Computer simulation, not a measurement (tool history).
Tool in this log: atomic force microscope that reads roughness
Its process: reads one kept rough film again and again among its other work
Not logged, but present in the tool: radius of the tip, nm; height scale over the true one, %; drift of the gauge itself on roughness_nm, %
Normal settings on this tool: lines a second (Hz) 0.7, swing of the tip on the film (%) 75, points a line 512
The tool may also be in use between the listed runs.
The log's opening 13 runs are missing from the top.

run    hour  lines a second (Hz)  swing of the tip on the film (%)  points a line  pictures with this tip  hours of work since the height scale was calibrated  roughness of the kept film (nm (root mean square))
        402  -- new tip fitted
 14   411.6                  0.7                                75            532                      14                                                  723                                               2.374
 15   433.6                  0.7                                62            512                      45                                                  736                                               2.184
 16   476.3                  0.7                                62            512                     107                                                  762                                               1.816
 17   495.8                  0.7                                62            512                     135                                                  774                                               1.681
      535.6  -- new tip fitted
 18     543                  0.7                                62            731                      11                                                  801                                               2.436
 19     588                  0.7                                79            893                      75                                                  828                                               1.961
 20   622.2                  0.7                                79            893                     125                                                  849                                               1.728
 21   660.1                  0.7                                69            372                     179                                                  871                                                1.54
        671  -- new tip fitted
 22   695.8                1.521                                67            852                      36                                                  892                                               2.218
 23   742.6                  0.7                                61            423                     103                                                  920                                               1.854
 24   783.2                  0.7                                61            423                     161                                                  944                                               1.617
      804.9  -- new tip fitted
 25   819.6                0.705                                84            480                      21                                                  966                                               2.304
 26   862.1                0.557                                83            286                      82                                                  991                                               1.892
 27   887.4                0.593                                85            512                     118                                                 1006                                               1.754
 28   924.2                0.593                                85            512                     171                                                 1028                                               1.562
      939.1  -- new tip fitted
 29   949.1                0.593                                85            485                      15                                                 1043                                               2.353
 30   969.8                2.483                                56            942                      45                                                 1055                                               2.161
 31  1010.1                  0.7                                73            501                     103                                                 1079                                               1.835
 32  1041.4                0.911                                64            664                     147                                                 1098                                               1.663
 33  1067.7                0.911                                81            355                     185                                                 1113                                               1.473

What if the next run were any one of these 5? Each begins from the tool's condition after run 33:
       1072  -- new tip fitted
  A  1107.5                0.911                                77            355                      51                                                 1137                                                   ?
       1072  -- new tip fitted
  B  1107.5                3.526                                86            265                      51                                                 1137                                                   ?
       1072  -- new tip fitted
  C  1107.5                0.911                                56            864                      51                                                 1137                                                   ?
       1072  -- new tip fitted
  D  1107.5                3.282                                69            355                      51                                                 1137                                                   ?
       1072  -- new tip fitted
  E  1107.5                0.911                                62            472                      51                                                 1137                                                   ?

run  roughness of the kept film (nm (root mean square))
  A                                               2.049
  B                                               1.767
  C                                               2.128
  D                                               1.966
  E                                               2.093
Stripped of hidden state, with their random variation kept, the same runs would have yielded:
run  roughness of the kept film (nm (root mean square))
  A                                               2.449
  B                                               2.113
  C                                               2.544
  D                                                2.35
  E                                               2.503
